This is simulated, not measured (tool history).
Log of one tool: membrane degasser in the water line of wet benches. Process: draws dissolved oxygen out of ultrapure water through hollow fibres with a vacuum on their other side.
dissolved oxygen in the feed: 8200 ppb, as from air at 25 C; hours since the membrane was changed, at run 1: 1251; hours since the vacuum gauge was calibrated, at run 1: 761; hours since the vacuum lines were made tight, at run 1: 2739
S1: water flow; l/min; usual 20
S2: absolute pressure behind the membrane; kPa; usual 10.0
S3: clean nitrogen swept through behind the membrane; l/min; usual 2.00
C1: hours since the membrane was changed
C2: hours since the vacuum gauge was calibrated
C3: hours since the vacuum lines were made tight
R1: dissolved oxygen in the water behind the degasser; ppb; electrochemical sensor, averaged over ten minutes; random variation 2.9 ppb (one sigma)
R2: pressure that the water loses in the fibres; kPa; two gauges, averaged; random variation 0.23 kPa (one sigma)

run	hour	S1	S2	S3	C1	C2	C3	R1	R2
1	0.0	20	10.0	2.00	1251	761	2739	288.9	60.60
2	31.3	18	10.0	2.00	1283	792	2770	256.8	54.41
3	53.4	18	10.0	2.00	1305	814	2792	262.4	54.58
4	82.7	20	10.0	1.24	1334	843	2822	375.9	60.10
5	131.6	20	10.0	1.24	1383	892	2871	371.9	60.55
6	168.0	20	10.0	2.63	1419	929	2907	260.2	60.46
7	201.3	20	10.0	2.63	1452	962	2940	258.6	60.57
8	250.7	20	10.0	2.63	1502	1011	2990	257.2	60.53
9	271.7	20	10.0	2.63	1523	1032	3011	264.3	60.18
10	309.9	20	10.0	2.63	1561	1070	3049	260.8	60.45
11	343.6	20	10.0	2.63	1595	1104	3083	263.5	60.24
12	364.3	20	10.0	2.63	1616	1125	3103	259.0	60.44
13	385.6	20	14.5	2.00	1637	1146	3125	397.8	60.35
14	431.5	20	14.5	2.00	1683	1192	3171	396.3	60.35
15	463.7	20	14.5	2.00	1715	1224	3203	400.1	60.63
16	486.9	20	14.5	2.00	1738	1248	3226	390.4	60.43
17	520.6	13	14.7	1.88	1772	1281	3260	263.1	39.29
18	544.1	13	14.7	1.88	1795	1305	3283	268.5	39.00
19	587.8	20	24.0	1.45	1839	1348	3327	742.0	60.79
20	617.6	20	24.0	1.45	1869	1378	3357	736.8	60.15
21	657.6	28	19.2	0.99	1909	1418	3397	1056.8	84.71
22	699.7	28	19.2	0.99	1951	1460	3439	1068.1	85.06
23	728.7	30	9.6	0.83	1980	1489	3468	660.8	90.83
24	762.4	23	12.8	0.83	2014	1523	3501	684.2	69.41

Forecast run 25:
25	805.3	12	6.7	1.94	2057	1566	3544	?	?

R1: 123.6 ppb
R2: 36.40 kPa
Without the tool's hidden state the same run would have given R1 119.8 ppb, R2 36.12 kPa.
